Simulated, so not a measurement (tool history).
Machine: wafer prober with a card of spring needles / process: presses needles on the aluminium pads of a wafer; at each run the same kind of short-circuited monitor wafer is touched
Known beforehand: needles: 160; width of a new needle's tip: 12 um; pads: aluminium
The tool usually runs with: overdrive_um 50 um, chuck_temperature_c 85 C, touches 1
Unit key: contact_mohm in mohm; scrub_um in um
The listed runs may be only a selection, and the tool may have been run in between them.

| run | hour | overdrive_um | chuck_temperature_c | touches | contact_mohm | scrub_um |
|---|---|---|---|---|---|---|
| 1 | 0.0 | 50 | 85 | 1 | 291 | 12.27 |
|  | 3.1 | tips cleaned on abrasive film |
| 2 | 6.3 | 50 | 85 | 1 | 285 | 12.56 |
|  | 11.4 | tips cleaned on abrasive film |
| 3 | 12.4 | 50 | 85 | 1 | 273 | 12.10 |
|  | 19.3 | tips cleaned on abrasive film |
| 4 | 22.0 | 50 | 85 | 1 | 278 | 12.32 |
|  | 27.6 | tips cleaned on abrasive film |
| 5 | 31.6 | 50 | 72 | 1 | 286 | 12.37 |
|  | 35.9 | tips cleaned on abrasive film |
| 6 | 40.2 | 50 | 72 | 1 | 284 | 12.31 |
|  | 44.1 | tips cleaned on abrasive film |
|  | 52.7 | tips cleaned on abrasive film |
| 7 | 52.8 | 50 | 72 | 1 | 265 | 12.26 |
| 8 | 59.6 | 50 | 72 | 1 | 293 | 12.29 |
|  | 60.6 | tips cleaned on abrasive film |
| 9 | 67.7 | 50 | 85 | 1 | 302 | 12.14 |
|  | 69.1 | tips cleaned on abrasive film |
|  | 77.1 | tips cleaned on abrasive film |
| 10 | 79.2 | 50 | 85 | 1 | 281 | 12.20 |
|  | 84.9 | tips cleaned on abrasive film |
| 11 | 87.9 | 50 | 85 | 1 | 287 | 12.10 |
|  | 93.0 | tips cleaned on abrasive film |
| 12 | 94.3 | 50 | 104 | 1 | 281 | 12.20 |
|  | 101.8 | tips cleaned on abrasive film |
| 13 | 105.0 | 50 | 104 | 1 | 291 | 12.24 |
|  | 109.8 | tips cleaned on abrasive film |
|  | 118.4 | tips cleaned on abrasive film |
| 14 | 119.9 | 50 | 104 | 1 | 283 | 11.87 |
|  | 126.3 | tips cleaned on abrasive film |
|  | 134.1 | tips cleaned on abrasive film |
| 15 | 134.1 | 50 | 104 | 1 | 275 | 11.96 |
| 16 | 140.5 | 50 | 85 | 2 | 288 | 11.86 |
|  | 143.0 | tips cleaned on abrasive film |
|  | 151.0 | tips cleaned on abrasive film |
| 17 | 151.8 | 50 | 85 | 2 | 274 | 12.02 |
|  | 158.9 | tips cleaned on abrasive film |
| 18 | 158.9 | 50 | 85 | 2 | 265 | 11.78 |
|  | 166.7 | tips cleaned on abrasive film |
| 19 | 171.4 | 52 | 93 | 3 | 280 | 12.22 |
|  | 174.7 | tips cleaned on abrasive film |
|  | 182.5 | tips cleaned on abrasive film |
| 20 | 186.2 | 40 | 85 | 2 | 291 | 9.13 |
|  | 190.8 | tips cleaned on abrasive film |
|  | 199.1 | tips cleaned on abrasive film |
| 21 | 201.1 | 40 | 85 | 2 | 282 | 9.15 |
|  | 207.2 | tips cleaned on abrasive film |
| 22 | 213.2 | 40 | 30 | 1 | 301 | 9.18 |
|  | 215.6 | tips cleaned on abrasive film |
| 23 | 223.1 | 40 | 30 | 1 | 314 | 9.19 |
|  | 224.2 | tips cleaned on abrasive film |
| 24 | 231.3 | 50 | 85 | 1 | 300 | 11.89 |
|  | 232.4 | tips cleaned on abrasive film |
|  | 240.8 | tips cleaned on abrasive film |
| 25 | 242.5 | 50 | 67 | 1 | 278 | 11.61 |
|  | 249.0 | tips cleaned on abrasive film |
| 26 | 251.4 | 50 | 67 | 1 | 281 | 11.78 |
|  | 257.8 | tips cleaned on abrasive film |
| 27 | 264.4 | 40 | 39 | 2 | 288 | 9.07 |
|  | 266.2 | tips cleaned on abrasive film |
|  | 274.9 | tips cleaned on abrasive film |
| 28 | 276.7 | 61 | 39 | 2 | 257 | 14.45 |
|  | 283.2 | tips cleaned on abrasive film |
| 29 | 289.2 | 40 | 104 | 1 | 324 | 8.88 |
|  | 291.1 | tips cleaned on abrasive film |
| 30 | 296.1 | 64 | 77 | 3 | 266 | 14.93 |
|  | 299.1 | tips cleaned on abrasive film |
| 31 | 303.7 | 35 | 77 | 2 | 307 | 7.82 |

3 ways to go on from here, each from the tool as it stands after run 31. What would each give?
|  | 307.4 | tips cleaned on abrasive film |
| A | 312.3 | 44 | 109 | 1 | ? | ? |
|  | 307.4 | tips cleaned on abrasive film |
| B | 312.3 | 59 | 103 | 1 | ? | ? |
|  | 307.4 | tips cleaned on abrasive film |
| C | 312.3 | 50 | 33 | 1 | ? | ? |

| run | contact_mohm | scrub_um |
|---|---|---|
| A | 309 | 10.07 |
| B | 291 | 14.04 |
| C | 286 | 11.74 |
Had the tool no hidden state, the same runs would have come out as:
| run | contact_mohm | scrub_um |
|---|---|---|
| A | 273 | 11.42 |
| B | 269 | 15.40 |
| C | 254 | 13.09 |
